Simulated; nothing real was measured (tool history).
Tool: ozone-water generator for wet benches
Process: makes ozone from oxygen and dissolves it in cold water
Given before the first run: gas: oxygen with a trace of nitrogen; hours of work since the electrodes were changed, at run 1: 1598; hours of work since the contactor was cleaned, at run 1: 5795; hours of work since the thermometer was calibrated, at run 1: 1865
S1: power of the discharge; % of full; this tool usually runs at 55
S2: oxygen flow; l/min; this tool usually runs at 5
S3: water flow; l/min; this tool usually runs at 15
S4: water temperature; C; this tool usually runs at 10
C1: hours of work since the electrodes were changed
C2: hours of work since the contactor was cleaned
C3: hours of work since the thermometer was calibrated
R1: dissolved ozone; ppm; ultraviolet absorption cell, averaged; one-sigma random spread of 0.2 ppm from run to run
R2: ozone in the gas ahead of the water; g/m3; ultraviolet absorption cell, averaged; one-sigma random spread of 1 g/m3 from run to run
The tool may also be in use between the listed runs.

run    hour  S1    S2  S3  S4    C1    C2    C3    R1     R2
  1       0  55     5  15  10  1598  5795  1865  26.4  176.1
  2    51.1  55  3.37  15  10  1643  5841  1910  25.2  208.4
  3   120.4  55  3.37  15  10  1705  5903  1972    25  211.9
  4     160  55  3.37  15  10  1740  5938  2007  25.1  210.6
  5   221.9  55     5  15  15  1796  5993  2063  24.6  174.2
  6   311.8  55     5  15  15  1876  6073  2143  24.5  174.1
  7   397.5  55     5  15  15  1952  6150  2219  24.3  172.5
  8   486.2  55     5  15  15  2031  6229  2298  24.1  175.4
  9   581.4  55     5  15  15  2116  6314  2383  24.5  171.3
 10   649.7  58     5  15  10  2177  6375  2444  27.2  179.6
 11   744.1  55     5  15  10  2261  6459  2528  25.7  174.4
 12   821.8  55     5  15  10  2331  6528  2598  25.8  174.8
      845.5  -- water thermometer calibrated
 13   893.1  55     5  15  10  2394  6591    42  26.3  174.3
 14   963.4  55     5  15  10  2456  6654   105  26.1  172.6
 15  1010.9  55     5  15   7  2499  6697   147  26.9  172.3
 16  1101.7  55     5  15  15  2580  6778   228  24.1  172.3
 17  1180.7  58     5  16  15  2650  6848   299  23.5  178.5
 18  1230.2  58  6.01  16  15  2694  6892   343  23.6  163.4
 19  1322.5  75  5.23  20  14  2777  6974   425  23.1  200.9
 20  1385.2  46  5.23  20  16  2833  7030   481  16.8  152.5
 21  1458.1  55   7.4  15   9  2898  7095   546  26.3  143.5
 22  1548.5  79   6.4  12  17  2978  7176   627  32.6  189.7
 23  1598.7  79   6.4  12   7  3023  7221   672  38.7  187.2
 24  1639.2  49  4.16  12  14  3059  7257   708  26.1  171.8
 25    1728  49  4.16  12  14  3138  7336   787  26.1  172.1
 26    1782  49  4.16  12  14  3186  7384   835  25.9  172.7
 27  1848.5  49  3.68  12   6  3246  7444   895  28.6    183
 28  1898.4  46  5.61  16  10  3290  7488   939  21.8  146.7
 29  1953.4  55     5  18  10  3339  7537   988  21.6  170.4
 30  2010.6  57  5.26  15  10  3390  7588  1039  25.6    169
 31  2054.7  57  5.26  15  10  3430  7627  1078  25.9  166.8
 32  2127.8  55  6.27  13  10  3495  7693  1144  28.1  153.2

Measured result minus the same run's result without the hidden state. Both carry the same run-to-run variation, though not necessarily the same gauge scatter:
Hidden state present: yield of the discharge, % of new electrodes'; contactor's efficiency, % of a clean one's; true water temperature over the reading, C; drift of the gauge itself on ozone_ppm, %; drift of the gauge itself on gas_g_m3, %.
run    R1     R2
  1  -2.4   -5.7
  2  -2.3     -7
  3  -2.3   -7.3
  4  -2.3   -7.4
  5  -2.3   -6.3
  6  -2.4   -6.7
  7  -2.4   -6.9
  8  -2.5   -7.2
  9  -2.6   -7.4
 10    -3   -8.3
 11  -2.9   -8.1
 12    -3   -8.4
 13    -3   -8.6
 14  -3.1   -8.7
 15  -3.2   -8.9
 16  -2.9   -9.2
 17    -3  -10.2
 18  -3.1   -9.6
 19  -3.6  -14.2
 20  -2.3   -7.9
 21  -3.6   -8.7
 22  -4.7    -15
 23  -5.6  -15.1
 24  -3.2  -10.2
 25  -3.3  -10.5
 26  -3.3  -10.8
 27  -3.7  -11.6
 28  -3.2     -9
 29  -3.5  -12.2
 30    -4  -12.6
 31  -4.1  -12.7
 32  -4.2  -11.6
